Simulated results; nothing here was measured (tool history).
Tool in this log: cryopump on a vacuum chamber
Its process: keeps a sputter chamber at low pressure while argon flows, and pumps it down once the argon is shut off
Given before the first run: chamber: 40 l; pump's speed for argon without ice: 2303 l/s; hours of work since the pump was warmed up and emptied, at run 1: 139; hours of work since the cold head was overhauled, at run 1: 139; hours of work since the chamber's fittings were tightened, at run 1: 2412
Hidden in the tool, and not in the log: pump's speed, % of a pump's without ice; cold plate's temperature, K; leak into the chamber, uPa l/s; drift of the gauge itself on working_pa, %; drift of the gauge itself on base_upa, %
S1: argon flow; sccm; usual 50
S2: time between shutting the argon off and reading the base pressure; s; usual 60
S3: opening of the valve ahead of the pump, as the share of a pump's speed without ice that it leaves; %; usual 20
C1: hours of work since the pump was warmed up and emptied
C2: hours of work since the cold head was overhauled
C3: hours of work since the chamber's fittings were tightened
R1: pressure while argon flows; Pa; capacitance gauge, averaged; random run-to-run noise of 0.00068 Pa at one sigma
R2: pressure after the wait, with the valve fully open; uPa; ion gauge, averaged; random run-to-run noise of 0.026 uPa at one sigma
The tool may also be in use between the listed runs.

| run | day | S1 | S2 | S3 | C1 | C2 | C3 | R1 | R2 |
|---|---|---|---|---|---|---|---|---|---|
| 1 | 0.000 | 50 | 60 | 20 | 139 | 139 | 2412 | 0.1853 | 2.24 |
| 2 | 0.525 | 50 | 35 | 20 | 144 | 144 | 2418 | 0.1866 | 2.91 |
| 3 | 0.812 | 50 | 35 | 20 | 147 | 147 | 2421 | 0.1853 | 2.97 |
| 4 | 1.183 | 50 | 49 | 20 | 151 | 151 | 2425 | 0.1837 | 2.44 |
| 5 | 1.796 | 50 | 60 | 20 | 158 | 158 | 2431 | 0.1850 | 2.22 |
| 6 | 2.288 | 50 | 60 | 20 | 163 | 163 | 2436 | 0.1837 | 2.28 |
| 7 | 2.625 | 50 | 102 | 20 | 167 | 167 | 2440 | 0.1846 | 1.82 |
| 8 | 3.296 | 50 | 102 | 20 | 174 | 174 | 2447 | 0.1853 | 1.83 |
| 9 | 3.638 | 50 | 102 | 20 | 177 | 177 | 2451 | 0.1854 | 1.82 |
| 10 | 4.196 | 50 | 102 | 20 | 183 | 183 | 2457 | 0.1861 | 1.88 |
| 11 | 4.679 | 50 | 102 | 20 | 188 | 188 | 2462 | 0.1857 | 1.92 |
| 12 | 5.238 | 50 | 102 | 52 | 194 | 194 | 2468 | 0.0728 | 1.85 |
| 13 | 5.833 | 50 | 210 | 52 | 201 | 201 | 2474 | 0.0722 | 1.55 |
| 14 | 6.238 | 50 | 210 | 20 | 205 | 205 | 2478 | 0.1859 | 1.58 |
| 15 | 6.817 | 50 | 210 | 20 | 211 | 211 | 2484 | 0.1866 | 1.57 |
| 16 | 7.358 | 50 | 210 | 20 | 217 | 217 | 2490 | 0.1858 | 1.58 |
| 17 | 7.650 | 50 | 60 | 31 | 220 | 220 | 2493 | 0.1207 | 2.28 |
| 18 | 8.208 | 50 | 60 | 31 | 226 | 226 | 2499 | 0.1210 | 2.32 |
| 19 | 8.592 | 50 | 60 | 33 | 230 | 230 | 2503 | 0.1137 | 2.37 |
| 20 | 8.933 | 50 | 27 | 16 | 234 | 234 | 2507 | 0.2313 | 3.63 |
| 21 | 9.454 | 62 | 21 | 15 | 239 | 239 | 2512 | 0.3074 | 4.25 |
| 22 | 10.058 | 62 | 237 | 31 | 246 | 246 | 2519 | 0.1502 | 1.58 |
| 23 | 10.429 | 50 | 48 | 33 | 249 | 249 | 2523 | 0.1134 | 2.58 |
| 24 | 10.792 | 28 | 38 | 58 | 253 | 253 | 2527 | 0.0373 | 2.87 |
| 25 | 11.354 | 97 | 74 | 17 | 259 | 259 | 2533 | 0.4244 | 2.18 |
| 26 | 11.896 | 50 | 87 | 17 | 265 | 265 | 2538 | 0.2182 | 1.99 |
| 27 | 12.308 | 28 | 22 | 36 | 269 | 269 | 2543 | 0.0585 | 4.16 |
| 28 | 12.871 | 92 | 22 | 17 | 275 | 275 | 2549 | 0.4025 | 4.16 |
| 29 | 13.521 | 21 | 22 | 20 | 282 | 282 | 2556 | 0.0786 | 4.09 |
| 30 | 13.917 | 58 | 31 | 33 | 287 | 287 | 2560 | 0.1323 | 3.22 |
| 31 | 14.379 | 38 | 27 | 20 | 291 | 291 | 2565 | 0.1408 | 3.51 |
| 32 | 14.708 | 38 | 27 | 46 | 295 | 295 | 2568 | 0.0629 | 3.50 |
| 33 | 15.058 | 25 | 25 | 20 | 299 | 299 | 2572 | 0.0930 | 3.68 |
| 34 | 15.454 | 65 | 210 | 20 | 303 | 303 | 2576 | 0.2420 | 1.67 |
| 35 | 15.733 | 21 | 153 | 17 | 306 | 306 | 2579 | 0.0926 | 1.68 |

Pick out some run-to-run changes in R1. Of each, how much would a tool without hidden state show as well, from the settings, what came in and chance, and how much is left for the hidden state and any gauge scatter not in both results compared?
Run 24 -> 25: S1 28 -> 97, S2 38 -> 74, S3 58 -> 17. R1 +0.3871 Pa: hidden state +0.0039, all else +0.3832.
Run 27 -> 28: S1 28 -> 92, S3 36 -> 17. R1 +0.3440 Pa: hidden state +0.0037, all else +0.3403.
Run 28 -> 29: S1 92 -> 21, S3 17 -> 20. R1 -0.3239 Pa: hidden state -0.0040, all else -0.3199.
